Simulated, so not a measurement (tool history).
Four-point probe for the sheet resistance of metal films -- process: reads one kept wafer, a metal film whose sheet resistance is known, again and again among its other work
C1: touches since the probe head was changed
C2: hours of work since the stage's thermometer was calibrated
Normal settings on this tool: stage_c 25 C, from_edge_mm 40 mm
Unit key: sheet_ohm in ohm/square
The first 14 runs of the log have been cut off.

{"run": 15, "hour": 992.1, "stage_c": 24, "from_edge_mm": 40, "C1": 84168, "C2": 1633, "sheet_ohm": 2.607198}
{"run": 16, "hour": 1051.8, "stage_c": 24, "from_edge_mm": 40, "C1": 87296, "C2": 1673, "sheet_ohm": 2.606439}
{"run": 17, "hour": 1142.3, "stage_c": 24, "from_edge_mm": 40, "C1": 92038, "C2": 1734, "sheet_ohm": 2.607555}
{"hour": 1184.8, "done": "stage's thermometer calibrated"}
{"run": 18, "hour": 1239.0, "stage_c": 25, "from_edge_mm": 40, "C1": 97081, "C2": 36, "sheet_ohm": 2.603885}
{"run": 19, "hour": 1286.0, "stage_c": 25, "from_edge_mm": 32, "C1": 99542, "C2": 68, "sheet_ohm": 2.605102}
{"run": 20, "hour": 1370.3, "stage_c": 25, "from_edge_mm": 32, "C1": 103958, "C2": 125, "sheet_ohm": 2.604646}
{"run": 21, "hour": 1431.5, "stage_c": 25, "from_edge_mm": 9, "C1": 107169, "C2": 166, "sheet_ohm": 2.630329}
{"run": 22, "hour": 1492.1, "stage_c": 25, "from_edge_mm": 9, "C1": 110341, "C2": 207, "sheet_ohm": 2.629927}
{"run": 23, "hour": 1548.5, "stage_c": 18, "from_edge_mm": 27, "C1": 113296, "C2": 245, "sheet_ohm": 2.629075}
{"run": 24, "hour": 1590.7, "stage_c": 26, "from_edge_mm": 27, "C1": 115512, "C2": 273, "sheet_ohm": 2.603028}
{"run": 25, "hour": 1676.3, "stage_c": 22, "from_edge_mm": 12, "C1": 119997, "C2": 331, "sheet_ohm": 2.629257}
{"run": 26, "hour": 1725.4, "stage_c": 25, "from_edge_mm": 12, "C1": 122565, "C2": 364, "sheet_ohm": 2.617095}
{"run": 27, "hour": 1827.6, "stage_c": 18, "from_edge_mm": 30, "C1": 127925, "C2": 433, "sheet_ohm": 2.629413}
{"run": 28, "hour": 1893.9, "stage_c": 18, "from_edge_mm": 19, "C1": 131396, "C2": 477, "sheet_ohm": 2.633209}
{"run": 29, "hour": 1947.1, "stage_c": 24, "from_edge_mm": 40, "C1": 134186, "C2": 513, "sheet_ohm": 2.607942}
{"run": 30, "hour": 2041.5, "stage_c": 23, "from_edge_mm": 51, "C1": 139132, "C2": 577, "sheet_ohm": 2.610143}

Run 31 has not been measured yet. What should we expect?
{"run": 31, "hour": 2134.1, "stage_c": 35, "from_edge_mm": 13, "C1": 143983, "C2": 639, "sheet_ohm": "?"}

{"run 31": {"sheet_ohm": 2.58316}}
Minus the tool's unlogged condition, the same run would have read sheet_ohm 2.583303 ohm/square.
